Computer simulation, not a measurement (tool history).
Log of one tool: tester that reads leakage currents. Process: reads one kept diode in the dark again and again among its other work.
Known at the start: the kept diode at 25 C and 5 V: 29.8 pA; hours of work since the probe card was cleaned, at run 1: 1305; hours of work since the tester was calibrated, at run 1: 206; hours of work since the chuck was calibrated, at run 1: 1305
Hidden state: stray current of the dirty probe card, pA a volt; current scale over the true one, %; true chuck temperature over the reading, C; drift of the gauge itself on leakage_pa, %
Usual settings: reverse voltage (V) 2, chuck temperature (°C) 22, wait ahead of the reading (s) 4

run,hour,reverse voltage (V),chuck temperature (°C),wait ahead of the reading (s),hours of work since the probe card was cleaned,hours of work since the tester was calibrated,hours of work since the chuck was calibrated,current that the tester gives (pA)
1,0,2,22,4,1305,206,1305,15.36
2,70.4,2,22,4,1357,258,1357,15.37
3,203.1,2,22,4,1455,356,1455,15.37
4,324.9,2,22,4,1545,446,1545,15.58
5,450.4,2,22,4,1637,538,1637,15.6
6,552.8,2,22,4,1713,614,1713,15.61
7,624.2,2,22,4,1765,666,1765,15.72
8,699,2,22,4,1820,721,1820,15.4
9,834.8,2,22,4,1921,822,1921,15.66
10,926.4,2,22,4,1988,889,1988,15.73
11,1036.8,2,22,4,2070,971,2070,15.71
12,1119,2,22,4,2130,1031,2130,15.57
13,1175,2,22,4,2172,1073,2172,15.58
# hour 1204.1: probe card cleaned and baked
14,1243.7,2,22,2,29,1121,2220,13.45
# hour 1307.4: chuck's temperature calibrated
15,1308.8,2,40,4,76,1168,1,55.95
16,1370.5,2,26,4,121,1213,47,20.38
17,1461.4,4.76,36,2.72,188,1280,114,65.17
18,1546.1,2.67,22,0.49,251,1343,176,17.68
19,1639.9,2.67,22,0.49,320,1412,245,17.86
20,1761.5,2.67,22,0.49,410,1501,335,17.93
21,1847.9,19.2,42,4.58,473,1565,399,195.65
22,1939.1,2,39,0.49,541,1632,466,51.47
23,2023.3,1.61,30,1.62,603,1694,528,24.28
24,2115.2,1.61,30,1.62,670,1762,596,24.46
25,2194.5,13.29,25,1.18,729,1821,654,52.15
26,2317,2,22,2,819,1911,745,15.15
27,2387,12.07,22,4,871,1963,796,40.23
28,2509,7.43,23,1.76,961,2053,886,33.15
29,2630.7,2.55,20,4,1051,2142,976,14.89
30,2736.2,4.1,44,3.14,1128,2220,1054,101.55
31,2796.5,4.1,44,3.14,1173,2265,1098,100.99

Measured less the same run without the tool's hidden state. The same run-to-run variation is in both; the gauge's scatter may not be:
run,current that the tester gives (pA)
1,+0.28
2,+0.29
3,+0.31
4,+0.34
5,+0.37
6,+0.37
7,+0.4
8,+0.4
9,+0.43
10,+0.44
11,+0.46
12,+0.47
13,+0.47
14,-1.73
15,-0.58
16,-0.17
17,-0.72
18,-0.04
19,-0.02
20,+0
21,-1.91
22,-1.39
23,-0.54
24,-0.59
25,+2.49
26,-0.01
27,+3.24
28,+1.68
29,+0.37
30,-4.46
31,-4.62
